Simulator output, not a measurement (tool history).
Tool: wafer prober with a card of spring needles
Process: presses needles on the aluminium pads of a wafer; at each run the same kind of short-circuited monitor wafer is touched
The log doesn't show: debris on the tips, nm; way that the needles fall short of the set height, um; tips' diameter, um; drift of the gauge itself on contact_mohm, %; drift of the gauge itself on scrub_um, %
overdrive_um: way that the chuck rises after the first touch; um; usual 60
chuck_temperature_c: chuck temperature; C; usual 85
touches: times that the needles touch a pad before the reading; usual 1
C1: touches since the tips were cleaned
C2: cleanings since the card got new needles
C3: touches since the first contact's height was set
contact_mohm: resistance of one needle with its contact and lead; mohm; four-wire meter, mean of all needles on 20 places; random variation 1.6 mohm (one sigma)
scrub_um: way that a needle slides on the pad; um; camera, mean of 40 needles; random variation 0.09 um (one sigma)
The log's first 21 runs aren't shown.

Run 22, hour 235.6: usual settings but overdrive_um 57 um, chuck_temperature_c 50 C; C1 3658; C2 12; C3 61658. Result: contact_mohm 184 mohm, scrub_um 9.69 um.
At hour 241.5: tips cleaned on abrasive film.
Run 23, hour 243.4: usual settings but overdrive_um 57 um, chuck_temperature_c 44 C; C1 452; C2 13; C3 63503. Result: contact_mohm 160 mohm, scrub_um 9.54 um.
Run 24, hour 257.4: usual settings but overdrive_um 52 um, touches 3; C1 3760; C2 13; C3 66811. Result: contact_mohm 172 mohm, scrub_um 8.65 um.
At hour 263.4: tips cleaned on abrasive film.
Run 25, hour 264.4: usual settings but overdrive_um 52 um, touches 3; C1 240; C2 14; C3 68463. Result: contact_mohm 165 mohm, scrub_um 8.57 um.
Run 26, hour 278.7: usual settings but overdrive_um 52 um, touches 3; C1 3634; C2 14; C3 71857. Result: contact_mohm 176 mohm, scrub_um 8.56 um.
At hour 285.9: tips cleaned on abrasive film.
Run 27, hour 292.3: usual settings but overdrive_um 52 um, touches 3; C1 1534; C2 15; C3 75074. Result: contact_mohm 171 mohm, scrub_um 8.78 um.
Run 28, hour 298.9: usual settings but overdrive_um 53 um; C1 3099; C2 15; C3 76639. Result: contact_mohm 189 mohm, scrub_um 8.75 um.
At hour 307.9: tips cleaned on abrasive film.
Run 29, hour 309.9: usual settings but overdrive_um 53 um; C1 470; C2 16; C3 79221. Result: contact_mohm 171 mohm, scrub_um 8.81 um.
Run 30, hour 319.3: usual settings but overdrive_um 53 um; C1 2702; C2 16; C3 81453. Result: contact_mohm 188 mohm, scrub_um 8.86 um.
At hour 329.4: tips cleaned on abrasive film.
Run 31, hour 329.4: usual settings but overdrive_um 51 um, chuck_temperature_c 104 C; C1 0; C2 17; C3 83826. Result: contact_mohm 170 mohm, scrub_um 8.44 um.
Run 32, hour 335.9: usual settings but overdrive_um 51 um, chuck_temperature_c 104 C; C1 1557; C2 17; C3 85383. Result: contact_mohm 186 mohm, scrub_um 8.53 um.
Run 33, hour 349.9: usual settings but overdrive_um 51 um, chuck_temperature_c 104 C; C1 4866; C2 17; C3 88692. Result: contact_mohm 203 mohm, scrub_um 8.43 um.
At hour 351.3: tips cleaned on abrasive film.
Run 34, hour 363.7: usual settings but overdrive_um 51 um, chuck_temperature_c 104 C; C1 2942; C2 18; C3 91949. Result: contact_mohm 197 mohm, scrub_um 8.35 um.
At hour 373: tips cleaned on abrasive film.
Run 35, hour 373: usual settings but overdrive_um 79 um, chuck_temperature_c 28 C; C1 0; C2 19; C3 94154. Result: contact_mohm 149 mohm, scrub_um 12.97 um.

3 ways to go on from here, each from the tool as it stands after run 35. What would each give?
Run A, hour 385.7: usual settings but overdrive_um 53 um, chuck_temperature_c 29 C; C1 3015; C2 19; C3 97169. Result: contact_mohm ?, scrub_um ?.
Run B, hour 385.7: usual settings but overdrive_um 79 um, chuck_temperature_c 35 C, touches 3; C1 3015; C2 19; C3 97169. Result: contact_mohm ?, scrub_um ?.
Run C, hour 385.7: usual settings but chuck_temperature_c 67 C; C1 3015; C2 19; C3 97169. Result: contact_mohm ?, scrub_um ?.

run  contact_mohm  scrub_um
  A           189      8.84
  B           155     13.04
  C           181      9.92
Without the tool's hidden state the same runs would have given:
run  contact_mohm  scrub_um
  A           155       9.2
  B           148     13.39
  C           156     10.28
